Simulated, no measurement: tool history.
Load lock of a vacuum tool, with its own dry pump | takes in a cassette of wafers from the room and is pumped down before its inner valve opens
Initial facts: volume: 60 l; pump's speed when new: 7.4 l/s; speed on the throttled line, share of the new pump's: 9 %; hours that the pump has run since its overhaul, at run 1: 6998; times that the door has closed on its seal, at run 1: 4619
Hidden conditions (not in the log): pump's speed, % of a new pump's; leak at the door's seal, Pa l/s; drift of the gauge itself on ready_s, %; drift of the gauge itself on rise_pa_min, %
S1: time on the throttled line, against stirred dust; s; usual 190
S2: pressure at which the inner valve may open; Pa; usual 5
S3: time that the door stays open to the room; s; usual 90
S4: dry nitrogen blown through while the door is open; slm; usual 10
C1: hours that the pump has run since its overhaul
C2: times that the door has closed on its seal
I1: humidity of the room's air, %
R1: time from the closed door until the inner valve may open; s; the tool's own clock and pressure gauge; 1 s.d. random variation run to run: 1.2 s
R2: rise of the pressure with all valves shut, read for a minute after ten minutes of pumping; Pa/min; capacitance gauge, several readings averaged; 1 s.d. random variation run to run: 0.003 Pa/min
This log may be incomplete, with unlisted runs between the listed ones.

{"run": 1, "hour": 0.0, "S1": 190, "S2": 5, "S3": 90, "S4": 10, "C1": 6998, "C2": 4619, "I1": 45.1, "R1": 255.3, "R2": 0.022}
{"run": 2, "hour": 77.7, "S1": 190, "S2": 5, "S3": 90, "S4": 10, "C1": 7076, "C2": 4792, "I1": 41.3, "R1": 253.8, "R2": 0.025}
{"run": 3, "hour": 152.7, "S1": 190, "S2": 5, "S3": 90, "S4": 10, "C1": 7151, "C2": 4959, "I1": 47.3, "R1": 254.8, "R2": 0.027}
{"run": 4, "hour": 260.5, "S1": 190, "S2": 5, "S3": 90, "S4": 10, "C1": 7258, "C2": 5199, "I1": 43.2, "R1": 254.7, "R2": 0.024}
{"run": 5, "hour": 388.6, "S1": 190, "S2": 5, "S3": 90, "S4": 10, "C1": 7387, "C2": 5484, "I1": 44.8, "R1": 254.8, "R2": 0.024}
{"run": 6, "hour": 501.4, "S1": 190, "S2": 5, "S3": 90, "S4": 10, "C1": 7499, "C2": 5735, "I1": 46.6, "R1": 255.5, "R2": 0.028}
{"run": 7, "hour": 633.6, "S1": 190, "S2": 5, "S3": 90, "S4": 10, "C1": 7631, "C2": 6029, "I1": 43.4, "R1": 252.4, "R2": 0.02}
{"run": 8, "hour": 745.7, "S1": 190, "S2": 5, "S3": 90, "S4": 10, "C1": 7744, "C2": 6279, "I1": 44.5, "R1": 254.8, "R2": 0.023}
{"run": 9, "hour": 871.2, "S1": 190, "S2": 5, "S3": 90, "S4": 10, "C1": 7869, "C2": 6558, "I1": 42.7, "R1": 254.1, "R2": 0.023}
{"run": 10, "hour": 999.0, "S1": 190, "S2": 5, "S3": 90, "S4": 10, "C1": 7997, "C2": 6842, "I1": 44.4, "R1": 253.9, "R2": 0.019}
{"run": 11, "hour": 1111.0, "S1": 190, "S2": 5, "S3": 90, "S4": 10, "C1": 8109, "C2": 7092, "I1": 44.1, "R1": 253.9, "R2": 0.024}
{"run": 12, "hour": 1172.3, "S1": 190, "S2": 5, "S3": 90, "S4": 10, "C1": 8170, "C2": 7228, "I1": 41.7, "R1": 252.9, "R2": 0.02}
{"run": 13, "hour": 1259.2, "S1": 190, "S2": 5, "S3": 90, "S4": 10, "C1": 8257, "C2": 7421, "I1": 43.8, "R1": 254.3, "R2": 0.021}
{"run": 14, "hour": 1364.5, "S1": 190, "S2": 5, "S3": 90, "S4": 10, "C1": 8362, "C2": 7656, "I1": 42.6, "R1": 254.0, "R2": 0.02}
{"run": 15, "hour": 1498.9, "S1": 190, "S2": 7, "S3": 90, "S4": 10, "C1": 8497, "C2": 7955, "I1": 47.2, "R1": 251.3, "R2": 0.026}
{"run": 16, "hour": 1567.5, "S1": 190, "S2": 5, "S3": 90, "S4": 36, "C1": 8565, "C2": 8107, "I1": 45.5, "R1": 252.6, "R2": 0.013}
{"run": 17, "hour": 1641.4, "S1": 190, "S2": 5, "S3": 90, "S4": 36, "C1": 8639, "C2": 8272, "I1": 46.2, "R1": 256.0, "R2": 0.004}
{"run": 18, "hour": 1723.9, "S1": 190, "S2": 5, "S3": 90, "S4": 36, "C1": 8722, "C2": 8455, "I1": 44.9, "R1": 254.4, "R2": 0.012}
{"run": 19, "hour": 1818.2, "S1": 190, "S2": 6, "S3": 67, "S4": 10, "C1": 8816, "C2": 8665, "I1": 44.2, "R1": 252.1, "R2": 0.021}

The next listed run, before its measurement:
{"run": 20, "hour": 1887.6, "S1": 190, "S2": 6, "S3": 90, "S4": 5, "C1": 8886, "C2": 8820, "I1": 43.5, "R1": "?", "R2": "?"}

Logged for run 20: R1 254.4 s, R2 0.034 Pa/min.
With the hidden condition absent and the run-to-run variation left alone, this run would have shown R1 254.4 s, R2 0.034 Pa/min.

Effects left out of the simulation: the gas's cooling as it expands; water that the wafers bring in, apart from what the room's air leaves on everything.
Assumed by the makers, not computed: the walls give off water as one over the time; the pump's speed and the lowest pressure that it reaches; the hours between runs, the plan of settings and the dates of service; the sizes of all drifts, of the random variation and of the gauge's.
